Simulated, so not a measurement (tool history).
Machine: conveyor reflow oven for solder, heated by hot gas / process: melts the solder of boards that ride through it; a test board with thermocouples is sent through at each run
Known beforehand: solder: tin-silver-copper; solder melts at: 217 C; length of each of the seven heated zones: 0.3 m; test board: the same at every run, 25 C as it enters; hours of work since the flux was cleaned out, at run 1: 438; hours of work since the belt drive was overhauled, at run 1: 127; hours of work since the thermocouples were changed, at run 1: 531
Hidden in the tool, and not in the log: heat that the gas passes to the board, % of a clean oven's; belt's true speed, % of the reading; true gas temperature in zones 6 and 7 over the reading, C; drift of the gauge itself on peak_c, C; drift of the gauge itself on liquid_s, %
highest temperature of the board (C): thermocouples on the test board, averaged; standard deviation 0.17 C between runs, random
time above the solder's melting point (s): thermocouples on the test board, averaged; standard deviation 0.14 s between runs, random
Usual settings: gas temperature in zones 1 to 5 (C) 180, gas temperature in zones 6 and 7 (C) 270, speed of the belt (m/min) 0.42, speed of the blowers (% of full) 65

run	day	gas temperature in zones 1 to 5 (C)	gas temperature in zones 6 and 7 (C)	speed of the belt (m/min)	speed of the blowers (% of full)	hours of work since the flux was cleaned out	hours of work since the belt drive was overhauled	hours of work since the thermocouples were changed	highest temperature of the board (C)	time above the solder's melting point (s)
1	0	180	270	0.42	65	438	127	531	249.8	64
2	0.458	180	270	0.356	65	445	134	538	255.1	82.2
3	1.112	180	270	0.356	65	455	144	548	255.4	82
# day 1.879: flux residue cleaned out of gas plates and filters
4	2.012	180	270	0.42	65	2	155	559	252.8	67.2
5	2.458	180	270	0.42	65	9	162	566	252.5	66.9
6	2.942	180	270	0.42	65	16	169	573	252.8	66.8
7	3.246	180	270	0.42	65	21	174	578	252.3	66.6
8	3.729	180	270	0.42	65	29	182	586	252.5	66.6
9	4.458	180	283	0.42	65	40	193	597	263.6	74.4
10	4.933	180	283	0.413	68	47	200	604	264.8	76.7
11	5.583	180	283	0.413	68	57	210	614	264.7	76.7
12	6.038	180	272	0.361	64	65	218	621	258.1	83.9
13	6.654	179	267	0.404	61	74	227	631	249.8	66.9
14	6.958	179	267	0.457	57	79	232	636	245	53.4
15	7.333	168	267	0.355	57	85	238	642	251.2	73.4

What differs in the tool's unlogged condition from the final listed run ahead of each entry between runs to the first listed run following it?
Between runs 3 and 4: flux residue cleaned out of gas plates and filters (day 1.879)
  heat that the gas passes to the board, % of a clean oven's: 87.4 -> 99.5; belt's true speed, % of the reading: 99.71 -> 99.69; true gas temperature in zones 6 and 7 over the reading, C: -1.35 -> -1.38
  the result without the hidden state subtracted from the measured one, highest temperature of the board (C): -3.5 -> -1.2; time above the solder's melting point (s): -3.1 -> -0.7
